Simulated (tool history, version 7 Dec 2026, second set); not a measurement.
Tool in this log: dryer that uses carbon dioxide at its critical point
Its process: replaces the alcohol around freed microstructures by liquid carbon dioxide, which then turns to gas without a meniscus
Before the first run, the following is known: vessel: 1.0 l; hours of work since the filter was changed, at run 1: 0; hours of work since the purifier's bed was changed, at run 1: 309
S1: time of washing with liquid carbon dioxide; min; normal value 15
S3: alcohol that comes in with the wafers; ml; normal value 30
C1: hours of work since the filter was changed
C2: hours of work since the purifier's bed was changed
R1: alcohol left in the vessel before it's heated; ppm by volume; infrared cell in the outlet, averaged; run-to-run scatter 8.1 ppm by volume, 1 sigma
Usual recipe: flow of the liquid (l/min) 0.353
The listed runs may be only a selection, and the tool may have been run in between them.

Run 1, hour 0: usual settings; C1 0; C2 309. Result: R1 556 ppm by volume.
Run 2, hour 24.4: usual settings but S3 31 ml; C1 13; C2 323. Result: R1 612 ppm by volume.
Run 3, hour 45.7: usual settings but S3 31 ml; C1 25; C2 335. Result: R1 610 ppm by volume.
Run 4, hour 72.1: usual settings but S1 19 min; C1 40; C2 349. Result: R1 315 ppm by volume.
Run 5, hour 105.9: usual settings but S1 19 min; C1 59; C2 368. Result: R1 321 ppm by volume.
Run 6, hour 139.7: usual settings; C1 77; C2 387. Result: R1 678 ppm by volume.
Run 7, hour 176.7: usual settings; C1 98; C2 407. Result: R1 726 ppm by volume.
Run 8, hour 200.9: usual settings; C1 111; C2 420. Result: R1 739 ppm by volume.
Run 9, hour 248.5: usual settings but S1 9 min; C1 137; C2 447. Result: R1 2980 ppm by volume.
At hour 281.4: inlet filter changed.
Run 10, hour 287.1: usual settings but S1 9 min; C1 3; C2 468. Result: R1 2566 ppm by volume.
Run 11, hour 311.5: usual settings but S1 9 min, flow of the liquid (l/min) 0.598; C1 17; C2 481. Result: R1 629 ppm by volume.
Run 12, hour 341.8: usual settings but S1 9 min, flow of the liquid (l/min) 0.598; C1 33; C2 498. Result: R1 667 ppm by volume.
Run 13, hour 367.1: usual settings but S1 9 min, flow of the liquid (l/min) 0.598; C1 47; C2 512. Result: R1 692 ppm by volume.
Run 14, hour 386.9: usual settings; C1 58; C2 523. Result: R1 733 ppm by volume.
Run 15, hour 433.4: usual settings but S1 10 min; C1 84; C2 549. Result: R1 2222 ppm by volume.
Run 16, hour 464.5: usual settings; C1 101; C2 566. Result: R1 804 ppm by volume.
At hour 475.6: purifier's bed changed.
Run 17, hour 504.8: usual settings; C1 122; C2 16. Result: R1 561 ppm by volume.
Run 18, hour 553.2: usual settings; C1 149; C2 43. Result: R1 601 ppm by volume.
At hour 563.8: inlet filter changed.
Run 19, hour 578.7: usual settings; C1 8; C2 56. Result: R1 463 ppm by volume.
Run 20, hour 604.5: usual settings; C1 22; C2 71. Result: R1 491 ppm by volume.
Run 21, hour 650: usual settings; C1 48; C2 96. Result: R1 537 ppm by volume.
Run 22, hour 693.7: usual settings; C1 72; C2 120. Result: R1 564 ppm by volume.
Run 23, hour 730.2: usual settings; C1 92; C2 140. Result: R1 595 ppm by volume.
Run 24, hour 769.6: usual settings; C1 114; C2 162. Result: R1 638 ppm by volume.
Run 25, hour 813.4: usual settings but flow of the liquid (l/min) 0.295, S3 59 ml; C1 138; C2 186. Result: R1 2232 ppm by volume.
Run 26, hour 840.4: usual settings but S1 21 min, flow of the liquid (l/min) 0.312; C1 153; C2 201. Result: R1 337 ppm by volume.
At hour 844.4: inlet filter changed.
Run 27, hour 888.4: usual settings but S1 21 min, flow of the liquid (l/min) 0.231; C1 24; C2 227. Result: R1 743 ppm by volume.
Run 28, hour 928.1: usual settings but S1 21 min, flow of the liquid (l/min) 0.231; C1 46; C2 249. Result: R1 770 ppm by volume.
Run 29, hour 973.8: usual settings but S1 21 min, flow of the liquid (l/min) 0.231; C1 72; C2 274. Result: R1 824 ppm by volume.
Run 30, hour 1017.9: usual settings but flow of the liquid (l/min) 0.233, S3 43 ml; C1 96; C2 299. Result: R1 2973 ppm by volume.
Run 31, hour 1043.6: usual settings but flow of the liquid (l/min) 0.451, S3 59 ml; C1 110; C2 313. Result: R1 513 ppm by volume.
Run 32, hour 1084.6: usual settings but flow of the liquid (l/min) 0.368, S3 114 ml; C1 133; C2 336. Result: R1 1938 ppm by volume.
At hour 1126.5: inlet filter changed.
Run 33, hour 1127.1: usual settings but flow of the liquid (l/min) 0.451, S3 36 ml; C1 0; C2 359. Result: R1 340 ppm by volume.
Run 34, hour 1166: usual settings but S1 22 min, flow of the liquid (l/min) 0.263; C1 22; C2 380. Result: R1 472 ppm by volume.
Run 35, hour 1185.7: usual settings but S1 18 min, flow of the liquid (l/min) 0.381, S3 42 ml; C1 33; C2 391. Result: R1 385 ppm by volume.
Run 36, hour 1218.3: usual settings but S1 10 min, flow of the liquid (l/min) 0.311, S3 22 ml; C1 51; C2 409. Result: R1 2149 ppm by volume.
Run 37, hour 1264: usual settings but S1 10 min, flow of the liquid (l/min) 0.311, S3 22 ml; C1 76; C2 434. Result: R1 2179 ppm by volume.
Run 38, hour 1306.3: usual settings but S3 34 ml; C1 99; C2 458. Result: R1 824 ppm by volume.
Run 39, hour 1344.6: usual settings but flow of the liquid (l/min) 0.264, S3 38 ml; C1 121; C2 479. Result: R1 2111 ppm by volume.

What does the tool deliver on the next run?
Run 40, hour 1368.5: usual settings but S1 10 min, flow of the liquid (l/min) 0.242, S3 38 ml; C1 134; C2 492. Result: R1 ?.

{"run 40": {"R1": 6373}}
The same run, on a tool lacking any hidden state, would have yielded R1 5348 ppm by volume.

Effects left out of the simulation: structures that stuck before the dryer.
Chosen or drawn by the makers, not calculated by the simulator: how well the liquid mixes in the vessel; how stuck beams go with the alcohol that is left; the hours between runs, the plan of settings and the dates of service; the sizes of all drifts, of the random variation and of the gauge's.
